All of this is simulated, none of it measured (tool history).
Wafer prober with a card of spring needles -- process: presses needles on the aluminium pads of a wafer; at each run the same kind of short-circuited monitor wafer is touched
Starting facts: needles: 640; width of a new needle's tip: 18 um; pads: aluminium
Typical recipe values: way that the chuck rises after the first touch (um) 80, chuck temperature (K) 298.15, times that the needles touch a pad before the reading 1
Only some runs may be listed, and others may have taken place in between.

| run | hour | way that the chuck rises after the first touch (um) | chuck temperature (K) | times that the needles touch a pad before the reading | resistance of one needle with its contact and lead (mohm) | way that a needle slides on the pad (um) |
|---|---|---|---|---|---|---|
| 1 | 0 | 80 | 298.15 | 1 | 281 | 11.76 |
|  | 11.3 | tips cleaned on abrasive film |
|  | 25.4 | tips cleaned on abrasive film |
|  | 38.2 | tips cleaned on abrasive film |
| 2 | 38.2 | 80 | 298.15 | 1 | 257 | 11.7 |
|  | 49.5 | tips cleaned on abrasive film |
|  | 60.8 | tips cleaned on abrasive film |
|  | 74.9 | tips cleaned on abrasive film |
|  | 89 | tips cleaned on abrasive film |
|  | 103.1 | tips cleaned on abrasive film |
| 3 | 103.2 | 80 | 298.15 | 3 | 253 | 11.59 |
|  | 114.5 | tips cleaned on abrasive film |
|  | 125.8 | tips cleaned on abrasive film |
|  | 139.6 | tips cleaned on abrasive film |
| 4 | 139.6 | 80 | 298.15 | 3 | 254 | 11.59 |
|  | 153.7 | tips cleaned on abrasive film |
|  | 167.7 | tips cleaned on abrasive film |
|  | 181.7 | tips cleaned on abrasive film |
| 5 | 190.7 | 80 | 298.15 | 2 | 298 | 11.52 |
|  | 193.6 | tips cleaned on abrasive film |
|  | 207.6 | tips cleaned on abrasive film |
|  | 213.5 | height of the first contact set anew |
|  | 219.2 | tips cleaned on abrasive film |
|  | 233.2 | tips cleaned on abrasive film |
| 6 | 243.1 | 80 | 298.15 | 2 | 306 | 11.82 |
|  | 246 | tips cleaned on abrasive film |
|  | 257.3 | tips cleaned on abrasive film |
|  | 271.4 | tips cleaned on abrasive film |
| 7 | 275 | 80 | 298.15 | 1 | 308 | 11.7 |
|  | 283.5 | tips cleaned on abrasive film |
|  | 294.7 | tips cleaned on abrasive film |
|  | 308.7 | tips cleaned on abrasive film |
|  | 322.8 | tips cleaned on abrasive film |
|  | 336.9 | tips cleaned on abrasive film |
|  | 339.5 | tips cleaned on abrasive film, once more |
| 8 | 339.5 | 80 | 298.15 | 1 | 253 | 11.75 |
|  | 350.8 | tips cleaned on abrasive film |
|  | 364.8 | tips cleaned on abrasive film |
|  | 378.9 | tips cleaned on abrasive film |
|  | 390.2 | tips cleaned on abrasive film |
| 9 | 401.3 | 80 | 298.15 | 1 | 356 | 11.63 |
|  | 404.2 | tips cleaned on abrasive film |
|  | 418.2 | tips cleaned on abrasive film |
|  | 429.5 | tips cleaned on abrasive film |
|  | 443.5 | tips cleaned on abrasive film |
|  | 457.6 | tips cleaned on abrasive film |
| 10 | 466.6 | 80 | 298.15 | 1 | 350 | 11.6 |
|  | 469.5 | tips cleaned on abrasive film |
|  | 480.8 | tips cleaned on abrasive film |
|  | 493.8 | tips cleaned on abrasive film |
| 11 | 493.8 | 80 | 298.15 | 1 | 257 | 11.53 |
|  | 499.7 | height of the first contact set anew |
|  | 508.1 | tips cleaned on abrasive film |
|  | 522.2 | tips cleaned on abrasive film |
|  | 536.3 | tips cleaned on abrasive film |
| 12 | 542.7 | 80 | 298.15 | 1 | 320 | 11.71 |
|  | 548.4 | tips cleaned on abrasive film |
|  | 562.5 | tips cleaned on abrasive film |
|  | 576.6 | tips cleaned on abrasive film |
| 13 | 586.2 | 88 | 298.15 | 1 | 333 | 12.93 |
|  | 589.1 | tips cleaned on abrasive film |
|  | 603.2 | tips cleaned on abrasive film |
|  | 617.3 | tips cleaned on abrasive film |
|  | 629.7 | tips cleaned on abrasive film |
| 14 | 629.7 | 72 | 298.15 | 2 | 259 | 10.53 |
|  | 641 | tips cleaned on abrasive film |
|  | 655.1 | tips cleaned on abrasive film |
|  | 669.2 | tips cleaned on abrasive film |
| 15 | 669.5 | 72 | 298.15 | 2 | 258 | 10.51 |
|  | 680.8 | tips cleaned on abrasive film |
|  | 694.9 | tips cleaned on abrasive film |
| 16 | 703.7 | 72 | 298.15 | 2 | 319 | 10.56 |
|  | 706.6 | tips cleaned on abrasive film |
|  | 720.7 | tips cleaned on abrasive film |
|  | 732 | tips cleaned on abrasive film |
|  | 746.1 | tips cleaned on abrasive film |
|  | 757.3 | tips cleaned on abrasive film |
|  | 770.5 | tips cleaned on abrasive film |
| 17 | 770.5 | 72 | 298.15 | 2 | 259 | 10.43 |
|  | 784.5 | tips cleaned on abrasive film |
|  | 784.8 | height of the first contact set anew |
|  | 798.9 | tips cleaned on abrasive film |
|  | 810.2 | tips cleaned on abrasive film |
|  | 824.3 | tips cleaned on abrasive film |
| 18 | 830.5 | 79 | 298.15 | 2 | 303 | 11.57 |
|  | 836.2 | tips cleaned on abrasive film |
|  | 850.3 | tips cleaned on abrasive film |
|  | 864.4 | tips cleaned on abrasive film |
|  | 878.4 | tips cleaned on abrasive film |
|  | 892.5 | tips cleaned on abrasive film |
| 19 | 892.5 | 95 | 376.15 | 1 | 278 | 13.97 |
|  | 906.6 | tips cleaned on abrasive film |
|  | 917.9 | tips cleaned on abrasive film |
|  | 932 | tips cleaned on abrasive film |
|  | 943.3 | tips cleaned on abrasive film |
| 20 | 954.4 | 95 | 376.15 | 1 | 343 | 13.86 |
|  | 957.3 | tips cleaned on abrasive film |
|  | 968.6 | tips cleaned on abrasive film |
|  | 982.6 | tips cleaned on abrasive film |
| 21 | 991.7 | 67 | 328.15 | 2 | 351 | 9.72 |
|  | 994.6 | tips cleaned on abrasive film |
|  | 1008.7 | tips cleaned on abrasive film |
|  | 1022.7 | tips cleaned on abrasive film |
|  | 1036.8 | tips cleaned on abrasive film |
|  | 1050.9 | tips cleaned on abrasive film |
| 22 | 1053.9 | 67 | 328.15 | 2 | 304 | 9.71 |
|  | 1062.4 | tips cleaned on abrasive film |
|  | 1071.1 | height of the first contact set anew |
|  | 1076.7 | tips cleaned on abrasive film |
| 23 | 1081.4 | 67 | 328.15 | 2 | 319 | 9.83 |
|  | 1089.9 | tips cleaned on abrasive film |
|  | 1101.2 | tips cleaned on abrasive film |
|  | 1115.3 | tips cleaned on abrasive film |
|  | 1126.6 | tips cleaned on abrasive film |
|  | 1138.5 | tips cleaned on abrasive film |
| 24 | 1138.5 | 69 | 384.15 | 2 | 282 | 10.12 |
|  | 1149.8 | tips cleaned on abrasive film |
|  | 1163.9 | tips cleaned on abrasive film |
|  | 1175.2 | tips cleaned on abrasive film |
| 25 | 1184.4 | 63 | 339.15 | 3 | 322 | 9.17 |

Below are 3 alternative next runs, each starting from the tool's condition after run 25. Predict each:
|  | 1187.3 | tips cleaned on abrasive film |
|  | 1198.6 | tips cleaned on abrasive film |
|  | 1212.7 | tips cleaned on abrasive film |
|  | 1226.8 | tips cleaned on abrasive film |
|  | 1240.9 | tips cleaned on abrasive film |
| A | 1243.2 | 86 | 344.15 | 3 | ? | ? |
|  | 1187.3 | tips cleaned on abrasive film |
|  | 1198.6 | tips cleaned on abrasive film |
|  | 1212.7 | tips cleaned on abrasive film |
|  | 1226.8 | tips cleaned on abrasive film |
|  | 1240.9 | tips cleaned on abrasive film |
| B | 1243.2 | 64 | 334.15 | 2 | ? | ? |
|  | 1187.3 | tips cleaned on abrasive film |
|  | 1198.6 | tips cleaned on abrasive film |
|  | 1212.7 | tips cleaned on abrasive film |
|  | 1226.8 | tips cleaned on abrasive film |
|  | 1240.9 | tips cleaned on abrasive film |
| C | 1243.2 | 80 | 298.15 | 3 | ? | ? |

| run | resistance of one needle with its contact and lead (mohm) | way that a needle slides on the pad (um) |
|---|---|---|
| A | 275 | 12.54 |
| B | 304 | 9.3 |
| C | 270 | 11.66 |
Without the tool's unlogged condition, the same runs would have read:
| run | resistance of one needle with its contact and lead (mohm) | way that a needle slides on the pad (um) |
|---|---|---|
| A | 258 | 12.68 |
| B | 257 | 9.43 |
| C | 249 | 11.79 |

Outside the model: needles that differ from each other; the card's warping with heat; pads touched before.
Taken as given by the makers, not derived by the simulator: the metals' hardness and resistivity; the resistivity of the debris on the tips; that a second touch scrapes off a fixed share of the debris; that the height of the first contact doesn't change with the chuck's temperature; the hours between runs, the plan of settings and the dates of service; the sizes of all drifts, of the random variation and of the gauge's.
